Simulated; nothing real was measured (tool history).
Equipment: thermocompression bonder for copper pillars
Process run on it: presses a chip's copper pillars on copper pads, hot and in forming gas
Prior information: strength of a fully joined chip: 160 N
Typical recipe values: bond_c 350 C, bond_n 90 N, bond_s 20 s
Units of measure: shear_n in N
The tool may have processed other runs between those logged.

run    hour  bond_c  bond_n  bond_s  shear_n
  1     0.0     350      90      20     78.9
        3.6  -- forming gas filter changed
  2    21.9     350      90      20     85.4
  3    53.8     350      90      20     81.3
  4    71.5     350      90      10     63.2
  5   107.8     350      90      10     63.9
  6   141.9     350      90      20     80.5
      177.0  -- forming gas filter changed
  7   180.9     350      90      20     87.8
  8   217.5     350      90      20     82.8
  9   239.3     350      90      20     82.5
 10   267.9     350      90      20     82.4
 11   301.1     350      90      20     81.1
 12   338.2     350      90      20     80.5
      350.4  -- forming gas filter changed
 13   374.0     350      90      20     82.9
 14   394.8     350      90      10     66.5
 15   434.4     350      90      20     85.2
 16   460.5     350      90      20     83.5
 17   492.2     350      90      20     81.5
 18   511.5     350      90      20     81.5
      521.9  -- forming gas filter changed
 19   529.1     350      90      20     85.7
 20   564.8     350      90      20     86.7
 21   602.9     350      56      16     64.5
 22   627.7     338      75      20     67.2
      640.4  -- heater calibrated with a thermocouple chip
 23   658.4     338      75      20     63.4
 24   689.9     350      90      12     66.2
      696.6  -- forming gas filter changed
 25   726.9     350     101      50    112.6
 26   760.2     357      63      50     99.0
 27   780.2     357      63      50     98.4
 28   809.6     350      90      47    102.2
 29   843.8     362      90      39    106.0
      870.3  -- forming gas filter changed
 30   875.9     362      58      42     97.1
 31   903.3     371      90      14     89.4
 32   927.7     371      93      14     90.4
 33   958.4     367      87      34    108.9
 34   993.6     367      87      34    106.2
 35  1011.0     335     114      21     76.9
 36  1036.8     331     131      21     78.1
     1041.9  -- forming gas filter changed
 37  1060.6     331     131      21     81.9
 38  1080.9     349     101      13     75.3
 39  1099.5     359      90      20     92.3

4 options for the next run, each taken on its own from the tool as it stands now. Forecast them:
  A  1117.1     348      90      20        ?
  B  1117.1     338     100      12        ?
  C  1117.1     359      81      20        ?
  D  1117.1     343      90      20        ?

run  shear_n
  A     83.7
  B     63.5
  C     85.8
  D     76.6
The same runs, with their run-to-run variation unchanged, on a tool lacking any hidden condition would have given:
run  shear_n
  A     81.3
  B     61.2
  C     83.7
  D     74.3
